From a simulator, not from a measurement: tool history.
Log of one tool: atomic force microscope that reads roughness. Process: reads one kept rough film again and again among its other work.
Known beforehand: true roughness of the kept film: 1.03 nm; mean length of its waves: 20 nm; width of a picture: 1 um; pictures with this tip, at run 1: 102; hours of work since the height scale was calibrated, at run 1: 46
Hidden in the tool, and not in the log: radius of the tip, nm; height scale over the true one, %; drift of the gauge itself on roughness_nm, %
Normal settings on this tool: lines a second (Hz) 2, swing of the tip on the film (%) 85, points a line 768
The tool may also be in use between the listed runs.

run   hour  lines a second (Hz)  swing of the tip on the film (%)  points a line  pictures with this tip  hours of work since the height scale was calibrated  roughness of the kept film (nm (root mean square))
  1      0                    2                                85            768                     102                                                   46                                               0.806
  2     11                    2                                85            768                     118                                                   53                                               0.805
  3   26.2                    2                                85            768                     140                                                   63                                               0.796
  4   39.7                    2                                85            768                     159                                                   72                                               0.774
  5   54.4                 2.28                                85            768                     180                                                   81                                               0.766
  6   67.2                 2.28                                85            768                     198                                                   89                                               0.756
  7   83.6                 2.28                                85            768                     222                                                  100                                               0.752
  8   91.3                    2                                85            768                     233                                                  105                                               0.752
  9    102                 2.26                                63            768                     248                                                  112                                               0.798
 10  114.1                 1.32                                85            853                     265                                                  119                                               0.774
 11  121.9                 1.32                                85            853                     277                                                  124                                               0.772
     125.9  -- new tip fitted
 12  133.7                 3.07                                85            768                      11                                                  132                                               0.815
 13  143.4                 3.07                                85            768                      25                                                  138                                               0.817
 14  157.5                 1.54                                85            519                      45                                                  147                                               0.867
 15  170.3                 1.64                                70            434                      63                                                  155                                               0.886

Below are 5 alternative next runs, each starting from the tool's condition after run 15. Predict each:
  A  185.2                    2                                85            786                      84                                                  165                                                   ?
  B  185.2                  1.8                                85            768                      84                                                  165                                                   ?
  C  185.2                 1.64                                64            584                      84                                                  165                                                   ?
  D  185.2                 0.95                                87            434                      84                                                  165                                                   ?
  E  185.2                 1.33                                82            434                      84                                                  165                                                   ?

run  roughness of the kept film (nm (root mean square))
  A                                               0.829
  B                                               0.832
  C                                               0.883
  D                                               0.868
  E                                               0.863
With the hidden condition removed and each run's random variation left untouched, the same runs would have given:
run  roughness of the kept film (nm (root mean square))
  A                                               0.876
  B                                               0.879
  C                                               0.933
  D                                               0.916
  E                                               0.911

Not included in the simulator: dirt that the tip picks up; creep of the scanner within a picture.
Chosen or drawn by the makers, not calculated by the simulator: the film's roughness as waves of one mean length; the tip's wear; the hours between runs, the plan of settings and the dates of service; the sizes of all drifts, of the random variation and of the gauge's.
